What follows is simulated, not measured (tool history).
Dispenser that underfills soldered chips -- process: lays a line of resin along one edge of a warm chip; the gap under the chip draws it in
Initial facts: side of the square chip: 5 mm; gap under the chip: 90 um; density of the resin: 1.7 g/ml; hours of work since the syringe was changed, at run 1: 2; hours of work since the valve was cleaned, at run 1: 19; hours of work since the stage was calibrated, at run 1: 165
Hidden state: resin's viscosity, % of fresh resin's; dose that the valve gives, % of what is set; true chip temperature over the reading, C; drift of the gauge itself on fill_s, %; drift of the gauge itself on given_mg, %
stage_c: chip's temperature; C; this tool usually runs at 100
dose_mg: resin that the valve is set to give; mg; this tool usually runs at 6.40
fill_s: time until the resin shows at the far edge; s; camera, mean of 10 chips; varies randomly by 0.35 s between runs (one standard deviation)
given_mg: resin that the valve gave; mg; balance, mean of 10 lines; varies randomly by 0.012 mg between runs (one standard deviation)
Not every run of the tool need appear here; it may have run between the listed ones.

run,day,stage_c,dose_mg,hours of work since the syringe was changed,hours of work since the valve was cleaned,hours of work since the stage was calibrated,fill_s,given_mg
1,0.000,100,6.40,2,19,165,21.6,6.33
# day 0.342: new syringe of resin
2,0.600,100,6.40,4,28,174,25.3,6.30
# day 0.771: new syringe of resin
3,0.946,100,6.40,3,32,178,23.1,6.25
# day 1.188: new syringe of resin
4,1.567,99,6.40,5,41,187,30.9,6.23
# day 1.612: new syringe of resin
# day 1.879: dispensing valve cleaned and set on the balance
# day 2.100: new syringe of resin
5,2.246,100,5.66,2,5,196,23.0,5.65
# day 2.512: new syringe of resin
6,2.900,100,5.66,6,14,205,30.4,5.59
# day 2.954: new syringe of resin
7,3.196,100,5.66,3,19,209,25.8,5.58
# day 3.417: new syringe of resin
8,3.638,100,6.63,3,25,216,25.2,6.51
# day 3.838: new syringe of resin
9,3.983,100,6.63,2,30,221,23.2,6.48
# day 4.283: new syringe of resin
10,4.517,100,6.63,3,37,228,25.5,6.44
# day 4.696: new syringe of resin
11,5.017,100,6.63,5,44,235,27.3,6.40
# day 5.121: dispensing valve cleaned and set on the balance
# day 5.167: new syringe of resin
12,5.471,100,6.63,4,5,241,27.4,6.61
# day 5.588: new syringe of resin
# day 6.004: new syringe of resin
13,6.004,100,7.40,0,12,248,19.9,7.33
# day 6.417: new syringe of resin
14,6.458,100,5.47,1,19,255,21.0,5.42
15,6.762,100,5.47,5,23,259,29.4,5.39
# day 6.833: new syringe of resin
16,7.075,100,5.47,4,27,264,26.9,5.38
# day 7.304: new syringe of resin
17,7.638,102,6.40,5,35,272,25.8,6.22
# day 7.746: new syringe of resin
18,8.025,102,6.40,4,41,277,24.9,6.20
# day 8.167: new syringe of resin
# day 8.346: dispensing valve cleaned and set on the balance
# day 8.646: new syringe of resin
19,8.733,102,6.40,1,5,286,19.7,6.38
# day 9.062: new syringe of resin
20,9.388,86,6.46,5,15,296,55.5,6.40
# day 9.479: new syringe of resin
21,9.825,106,8.14,5,21,302,22.1,8.02
# day 9.912: new syringe of resin
22,10.212,94,6.25,4,26,307,36.2,6.11
# day 10.325: new syringe of resin
# day 10.746: new syringe of resin
23,10.858,94,6.25,2,35,316,29.5,6.08
# day 11.175: new syringe of resin
24,11.188,101,6.40,0,40,321,19.1,6.23
# day 11.571: dispensing valve cleaned and set on the balance
# day 11.667: new syringe of resin
25,11.796,100,7.15,2,3,329,22.5,7.13
# day 12.112: new syringe of resin
26,12.446,88,8.11,5,12,338,50.8,8.04
# day 12.550: new syringe of resin
# day 12.967: stage's temperature calibrated
# day 13.042: new syringe of resin
27,13.108,86,7.53,1,21,2,37.1,7.41
# day 13.483: new syringe of resin
28,13.575,98,8.08,1,28,8,22.7,7.92
# day 13.904: new syringe of resin
29,14.079,107,6.18,3,35,16,16.1,6.02

Run 30 comes next. What will it give?
# day 14.375: new syringe of resin
30,14.450,107,6.18,1,40,21,?,?

Run 30 gave fill_s 15.2 s, given_mg 5.99 mg.
With the hidden condition absent and the run-to-run variation left alone, this run would have shown fill_s 13.8 s, given_mg 6.18 mg.

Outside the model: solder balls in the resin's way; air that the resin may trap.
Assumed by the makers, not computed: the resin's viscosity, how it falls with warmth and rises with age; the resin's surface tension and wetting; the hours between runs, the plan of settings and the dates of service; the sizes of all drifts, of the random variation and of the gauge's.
